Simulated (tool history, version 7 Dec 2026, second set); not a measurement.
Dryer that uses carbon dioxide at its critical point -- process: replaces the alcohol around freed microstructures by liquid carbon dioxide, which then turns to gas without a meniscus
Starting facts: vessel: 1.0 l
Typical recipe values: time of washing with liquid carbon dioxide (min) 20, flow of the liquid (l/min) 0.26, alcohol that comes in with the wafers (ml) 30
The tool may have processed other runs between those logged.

| run | hour | time of washing with liquid carbon dioxide (min) | flow of the liquid (l/min) | alcohol that comes in with the wafers (ml) | alcohol left in the vessel before it's heated (ppm by volume) |
|---|---|---|---|---|---|
| 1 | 0 | 20 | 0.26 | 30 | 803 |
| 2 | 24.7 | 20 | 0.26 | 30 | 864 |
| 3 | 53.6 | 20 | 0.26 | 30 | 865 |
| 4 | 81.3 | 20 | 0.26 | 30 | 915 |
| 5 | 109.6 | 20 | 0.26 | 30 | 922 |
| 6 | 133.5 | 20 | 0.26 | 30 | 986 |
| 7 | 174.1 | 20 | 0.26 | 30 | 988 |
| 8 | 198.6 | 24 | 0.346 | 35 | 184 |
| 9 | 227.6 | 13 | 0.26 | 27 | 3045 |
| 10 | 255.2 | 25 | 0.26 | 73 | 1100 |

3 ways to go on from here, each from the tool as it stands after run 10. What would each give?
| A | 281.6 | 14 | 0.338 | 78 | ? |
| B | 281.6 | 26 | 0.26 | 73 | ? |
| C | 281.6 | 25 | 0.26 | 51 | ? |

| run | alcohol left in the vessel before it's heated (ppm by volume) |
|---|---|
| A | 3665 |
| B | 974 |
| C | 820 |
With the hidden condition removed and each run's random variation left untouched, the same runs would have given:
| run | alcohol left in the vessel before it's heated (ppm by volume) |
|---|---|
| A | 2731 |
| B | 629 |
| C | 531 |

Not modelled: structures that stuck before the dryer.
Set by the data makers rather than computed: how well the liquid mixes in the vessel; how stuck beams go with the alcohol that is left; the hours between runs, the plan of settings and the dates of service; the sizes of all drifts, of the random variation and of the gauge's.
